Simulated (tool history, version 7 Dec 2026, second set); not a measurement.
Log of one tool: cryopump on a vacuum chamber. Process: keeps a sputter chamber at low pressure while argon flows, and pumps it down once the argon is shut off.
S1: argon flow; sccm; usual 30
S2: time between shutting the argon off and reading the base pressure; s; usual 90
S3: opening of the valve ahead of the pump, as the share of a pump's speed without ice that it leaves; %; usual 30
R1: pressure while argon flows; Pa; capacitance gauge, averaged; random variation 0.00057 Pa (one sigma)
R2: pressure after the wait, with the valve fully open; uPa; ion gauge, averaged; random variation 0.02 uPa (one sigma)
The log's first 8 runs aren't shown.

run 9 hour=740.0 | S1=30 S2=173 S3=40 | R1=0.0529 R2=0.37
run 10 hour=840.4 | S1=30 S2=173 S3=40 | R1=0.0535 R2=0.37
run 11 hour=923.5 | S1=30 S2=173 S3=40 | R1=0.0543 R2=0.42
run 12 hour=968.8 | S1=30 S2=90 S3=17 | R1=0.1252 R2=0.48
run 13 hour=1013.8 | S1=30 S2=90 S3=17 | R1=0.1246 R2=0.45
run 14 hour=1085.0 | S1=30 S2=90 S3=17 | R1=0.1250 R2=0.51
run 15 hour=1181.7 | S1=30 S2=90 S3=17 | R1=0.1274 R2=0.50
run 16 hour=1268.2 | S1=30 S2=90 S3=17 | R1=0.1275 R2=0.52
run 17 hour=1369.0 | S1=30 S2=90 S3=17 | R1=0.1273 R2=0.54
run 18 hour=1454.9 | S1=37 S2=90 S3=30 | R1=0.0930 R2=0.56
run 19 hour=1527.5 | S1=17 S2=77 S3=24 | R1=0.0536 R2=0.59
run 20 hour=1576.5 | S1=17 S2=77 S3=24 | R1=0.0537 R2=0.61
run 21 hour=1635.3 | S1=17 S2=81 S3=18 | R1=0.0695 R2=0.59

Forecast run 22:
run 22 hour=1705.3 | S1=50 S2=182 S3=37 | R1=? R2=?

R1: 0.1091 Pa
R2: 0.54 uPa
Without the tool's hidden state the same run would have given R1 0.0926 Pa, R2 0.23 uPa.
